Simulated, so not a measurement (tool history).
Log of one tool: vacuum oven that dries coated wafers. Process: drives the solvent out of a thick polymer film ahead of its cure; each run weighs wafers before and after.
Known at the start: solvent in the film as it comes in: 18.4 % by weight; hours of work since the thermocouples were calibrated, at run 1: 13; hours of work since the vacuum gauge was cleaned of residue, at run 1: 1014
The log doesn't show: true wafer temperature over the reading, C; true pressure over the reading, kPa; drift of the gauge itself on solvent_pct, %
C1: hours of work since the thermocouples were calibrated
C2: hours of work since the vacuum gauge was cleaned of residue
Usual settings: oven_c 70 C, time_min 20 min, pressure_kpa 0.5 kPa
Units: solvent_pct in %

{"run": 1, "hour": 0.0, "oven_c": 70, "time_min": 20, "pressure_kpa": 0.5, "C1": 13, "C2": 1014, "solvent_pct": 2.91}
{"run": 2, "hour": 19.8, "oven_c": 70, "time_min": 22, "pressure_kpa": 0.5, "C1": 26, "C2": 1027, "solvent_pct": 2.52}
{"run": 3, "hour": 45.8, "oven_c": 70, "time_min": 20, "pressure_kpa": 0.5, "C1": 44, "C2": 1045, "solvent_pct": 2.95}
{"run": 4, "hour": 89.6, "oven_c": 70, "time_min": 20, "pressure_kpa": 0.5, "C1": 73, "C2": 1074, "solvent_pct": 2.87}
{"run": 5, "hour": 132.2, "oven_c": 70, "time_min": 20, "pressure_kpa": 0.5, "C1": 102, "C2": 1102, "solvent_pct": 3}
{"run": 6, "hour": 175.2, "oven_c": 70, "time_min": 20, "pressure_kpa": 0.5, "C1": 131, "C2": 1131, "solvent_pct": 2.9}
{"run": 7, "hour": 216.2, "oven_c": 70, "time_min": 20, "pressure_kpa": 0.5, "C1": 158, "C2": 1159, "solvent_pct": 2.95}
{"run": 8, "hour": 261.0, "oven_c": 70, "time_min": 20, "pressure_kpa": 0.5, "C1": 188, "C2": 1189, "solvent_pct": 2.86}
{"run": 9, "hour": 303.6, "oven_c": 70, "time_min": 20, "pressure_kpa": 0.5, "C1": 216, "C2": 1217, "solvent_pct": 2.87}
{"run": 10, "hour": 330.4, "oven_c": 70, "time_min": 20, "pressure_kpa": 0.5, "C1": 234, "C2": 1235, "solvent_pct": 2.91}
{"run": 11, "hour": 374.9, "oven_c": 70, "time_min": 20, "pressure_kpa": 0.5, "C1": 264, "C2": 1265, "solvent_pct": 2.86}
{"run": 12, "hour": 419.5, "oven_c": 70, "time_min": 13, "pressure_kpa": 0.5, "C1": 294, "C2": 1295, "solvent_pct": 5.1}
{"run": 13, "hour": 454.9, "oven_c": 59, "time_min": 20, "pressure_kpa": 0.5, "C1": 318, "C2": 1319, "solvent_pct": 7.4}
{"run": 14, "hour": 490.6, "oven_c": 59, "time_min": 20, "pressure_kpa": 0.5, "C1": 342, "C2": 1342, "solvent_pct": 7.46}
{"hour": 495.2, "done": "oven's thermocouples calibrated"}
{"run": 15, "hour": 536.0, "oven_c": 59, "time_min": 20, "pressure_kpa": 0.5, "C1": 27, "C2": 1371, "solvent_pct": 7.12}
{"run": 16, "hour": 566.2, "oven_c": 59, "time_min": 20, "pressure_kpa": 0.5, "C1": 48, "C2": 1392, "solvent_pct": 7.05}
{"run": 17, "hour": 591.7, "oven_c": 59, "time_min": 20, "pressure_kpa": 0.5, "C1": 65, "C2": 1409, "solvent_pct": 7.08}
{"run": 18, "hour": 613.5, "oven_c": 59, "time_min": 20, "pressure_kpa": 0.5, "C1": 79, "C2": 1423, "solvent_pct": 7.18}
{"run": 19, "hour": 648.2, "oven_c": 70, "time_min": 35, "pressure_kpa": 0.5, "C1": 102, "C2": 1447, "solvent_pct": 0.8}
{"run": 20, "hour": 673.1, "oven_c": 84, "time_min": 20, "pressure_kpa": 0.5, "C1": 119, "C2": 1463, "solvent_pct": 0.24}
{"hour": 698.9, "done": "oven's thermocouples calibrated, once more"}
{"run": 21, "hour": 714.3, "oven_c": 70, "time_min": 20, "pressure_kpa": 0.415, "C1": 10, "C2": 1490, "solvent_pct": 3.16}
{"run": 22, "hour": 757.4, "oven_c": 70, "time_min": 20, "pressure_kpa": 0.415, "C1": 39, "C2": 1518, "solvent_pct": 3.26}
{"run": 23, "hour": 797.7, "oven_c": 70, "time_min": 20, "pressure_kpa": 0.415, "C1": 66, "C2": 1545, "solvent_pct": 3.23}
{"run": 24, "hour": 827.4, "oven_c": 70, "time_min": 20, "pressure_kpa": 0.437, "C1": 86, "C2": 1565, "solvent_pct": 3.29}
{"run": 25, "hour": 857.1, "oven_c": 66, "time_min": 32, "pressure_kpa": 0.296, "C1": 106, "C2": 1585, "solvent_pct": 2.56}
{"run": 26, "hour": 880.5, "oven_c": 66, "time_min": 32, "pressure_kpa": 1.472, "C1": 122, "C2": 1601, "solvent_pct": 2.84}
{"run": 27, "hour": 913.5, "oven_c": 66, "time_min": 24, "pressure_kpa": 1.302, "C1": 144, "C2": 1623, "solvent_pct": 4.17}
{"run": 28, "hour": 953.4, "oven_c": 66, "time_min": 24, "pressure_kpa": 1.302, "C1": 170, "C2": 1650, "solvent_pct": 3.95}
{"run": 29, "hour": 988.0, "oven_c": 66, "time_min": 24, "pressure_kpa": 1.302, "C1": 194, "C2": 1673, "solvent_pct": 4.06}
{"run": 30, "hour": 1009.7, "oven_c": 70, "time_min": 20, "pressure_kpa": 0.952, "C1": 208, "C2": 1687, "solvent_pct": 3.24}
{"run": 31, "hour": 1038.7, "oven_c": 63, "time_min": 11, "pressure_kpa": 1.581, "C1": 228, "C2": 1707, "solvent_pct": 9.23}
{"run": 32, "hour": 1075.2, "oven_c": 71, "time_min": 21, "pressure_kpa": 0.35, "C1": 252, "C2": 1731, "solvent_pct": 2.61}
{"run": 33, "hour": 1107.5, "oven_c": 71, "time_min": 21, "pressure_kpa": 0.35, "C1": 274, "C2": 1753, "solvent_pct": 2.67}
{"run": 34, "hour": 1141.4, "oven_c": 71, "time_min": 16, "pressure_kpa": 1.422, "C1": 296, "C2": 1776, "solvent_pct": 4.09}
{"run": 35, "hour": 1180.3, "oven_c": 71, "time_min": 16, "pressure_kpa": 1.422, "C1": 322, "C2": 1801, "solvent_pct": 4.02}
{"run": 36, "hour": 1217.4, "oven_c": 55, "time_min": 20, "pressure_kpa": 0.959, "C1": 347, "C2": 1826, "solvent_pct": 9.6}
{"run": 37, "hour": 1245.0, "oven_c": 55, "time_min": 20, "pressure_kpa": 0.959, "C1": 366, "C2": 1845, "solvent_pct": 9.49}
{"run": 38, "hour": 1270.2, "oven_c": 55, "time_min": 20, "pressure_kpa": 0.959, "C1": 383, "C2": 1862, "solvent_pct": 9.47}
{"run": 39, "hour": 1302.4, "oven_c": 55, "time_min": 20, "pressure_kpa": 0.959, "C1": 404, "C2": 1883, "solvent_pct": 9.38}
{"run": 40, "hour": 1336.5, "oven_c": 70, "time_min": 12, "pressure_kpa": 0.5, "C1": 427, "C2": 1906, "solvent_pct": 5.81}
{"run": 41, "hour": 1370.6, "oven_c": 66, "time_min": 20, "pressure_kpa": 0.285, "C1": 450, "C2": 1929, "solvent_pct": 4.64}
{"run": 42, "hour": 1391.3, "oven_c": 66, "time_min": 20, "pressure_kpa": 0.285, "C1": 464, "C2": 1943, "solvent_pct": 4.66}
{"run": 43, "hour": 1420.0, "oven_c": 59, "time_min": 26, "pressure_kpa": 1.874, "C1": 483, "C2": 1962, "solvent_pct": 6.69}
{"run": 44, "hour": 1455.8, "oven_c": 68, "time_min": 17, "pressure_kpa": 0.5, "C1": 507, "C2": 1986, "solvent_pct": 4.6}
{"run": 45, "hour": 1478.2, "oven_c": 68, "time_min": 17, "pressure_kpa": 0.5, "C1": 522, "C2": 2001, "solvent_pct": 4.77}
{"run": 46, "hour": 1506.4, "oven_c": 68, "time_min": 17, "pressure_kpa": 0.5, "C1": 541, "C2": 2020, "solvent_pct": 4.67}

4 ways to go on from here, each from the tool as it stands after run 46. What would each give?
{"run": "A", "hour": 1535.5, "oven_c": 68, "time_min": 11, "pressure_kpa": 0.5, "C1": 560, "C2": 2039, "solvent_pct": "?"}
{"run": "B", "hour": 1535.5, "oven_c": 76, "time_min": 10, "pressure_kpa": 0.5, "C1": 560, "C2": 2039, "solvent_pct": "?"}
{"run": "C", "hour": 1535.5, "oven_c": 56, "time_min": 20, "pressure_kpa": 0.5, "C1": 560, "C2": 2039, "solvent_pct": "?"}
{"run": "D", "hour": 1535.5, "oven_c": 80, "time_min": 13, "pressure_kpa": 1.027, "C1": 560, "C2": 2039, "solvent_pct": "?"}

run=A solvent_pct=7.15
run=B solvent_pct=4.14
run=C solvent_pct=8.92
run=D solvent_pct=1.76
Without the tool's hidden state the same runs would have given:
run=A solvent_pct=7.26
run=B solvent_pct=4.24
run=C solvent_pct=8.98
run=D solvent_pct=1.81
